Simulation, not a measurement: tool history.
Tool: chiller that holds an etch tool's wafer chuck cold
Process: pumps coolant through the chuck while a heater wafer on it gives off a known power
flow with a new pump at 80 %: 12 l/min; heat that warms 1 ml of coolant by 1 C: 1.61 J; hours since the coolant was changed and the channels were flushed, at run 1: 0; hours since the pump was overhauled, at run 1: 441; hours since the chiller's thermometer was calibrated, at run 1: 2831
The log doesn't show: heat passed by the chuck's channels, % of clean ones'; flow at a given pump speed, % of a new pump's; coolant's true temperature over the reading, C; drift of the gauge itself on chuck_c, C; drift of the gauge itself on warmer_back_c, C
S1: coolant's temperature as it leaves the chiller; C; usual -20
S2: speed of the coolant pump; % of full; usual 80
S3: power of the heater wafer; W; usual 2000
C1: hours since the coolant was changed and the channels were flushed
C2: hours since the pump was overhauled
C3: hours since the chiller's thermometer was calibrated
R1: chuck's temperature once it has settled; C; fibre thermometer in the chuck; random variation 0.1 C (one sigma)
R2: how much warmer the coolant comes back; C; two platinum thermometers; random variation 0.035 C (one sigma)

{"run": 1, "hour": 0.0, "S1": -20, "S2": 80, "S3": 2000, "C1": 0, "C2": 441, "C3": 2831, "R1": -1, "R2": 6.23}
{"run": 2, "hour": 94.8, "S1": -20, "S2": 80, "S3": 2000, "C1": 95, "C2": 535, "C3": 2926, "R1": -1.2, "R2": 6.24}
{"run": 3, "hour": 145.1, "S1": -20, "S2": 80, "S3": 2000, "C1": 145, "C2": 586, "C3": 2977, "R1": -1, "R2": 6.19}
{"run": 4, "hour": 206.5, "S1": -20, "S2": 80, "S3": 2000, "C1": 206, "C2": 647, "C3": 3038, "R1": -1.2, "R2": 6.15}
{"run": 5, "hour": 300.4, "S1": -20, "S2": 80, "S3": 2000, "C1": 300, "C2": 741, "C3": 3132, "R1": -1.1, "R2": 6.2}
{"run": 6, "hour": 390.7, "S1": -20, "S2": 80, "S3": 2000, "C1": 391, "C2": 831, "C3": 3222, "R1": -1, "R2": 6.21}
{"run": 7, "hour": 459.0, "S1": -20, "S2": 80, "S3": 2000, "C1": 459, "C2": 899, "C3": 3290, "R1": -1.1, "R2": 6.17}
{"run": 8, "hour": 518.4, "S1": -20, "S2": 80, "S3": 2000, "C1": 518, "C2": 959, "C3": 3350, "R1": -1, "R2": 6.24}
{"run": 9, "hour": 584.3, "S1": -20, "S2": 80, "S3": 2000, "C1": 584, "C2": 1025, "C3": 3416, "R1": -1, "R2": 6.18}
{"run": 10, "hour": 648.1, "S1": -15, "S2": 80, "S3": 2000, "C1": 648, "C2": 1089, "C3": 3480, "R1": 4.2, "R2": 6.18}
{"run": 11, "hour": 724.5, "S1": -15, "S2": 80, "S3": 2252, "C1": 724, "C2": 1165, "C3": 3556, "R1": 6.3, "R2": 7.02}
{"run": 12, "hour": 792.0, "S1": -15, "S2": 80, "S3": 2252, "C1": 792, "C2": 1233, "C3": 3623, "R1": 6.4, "R2": 7.02}
{"run": 13, "hour": 830.6, "S1": -20, "S2": 80, "S3": 2139, "C1": 831, "C2": 1271, "C3": 3662, "R1": 0.3, "R2": 6.67}
{"run": 14, "hour": 924.4, "S1": -20, "S2": 80, "S3": 2139, "C1": 924, "C2": 1365, "C3": 3756, "R1": 0.4, "R2": 6.64}
{"run": 15, "hour": 1010.7, "S1": -25, "S2": 69, "S3": 1740, "C1": 1011, "C2": 1451, "C3": 3842, "R1": -5.9, "R2": 6.34}
{"run": 16, "hour": 1051.1, "S1": -20, "S2": 61, "S3": 1870, "C1": 1051, "C2": 1492, "C3": 3883, "R1": 3.2, "R2": 7.93}

Run 17 comes next. What will it give?
{"run": 17, "hour": 1126.8, "S1": -20, "S2": 61, "S3": 1870, "C1": 1127, "C2": 1567, "C3": 3958, "R1": "?", "R2": "?"}

R1: 3.2 C
R2: 7.94 C
Without the tool's hidden state the same run would have given R1 3.2 C, R2 7.94 C.
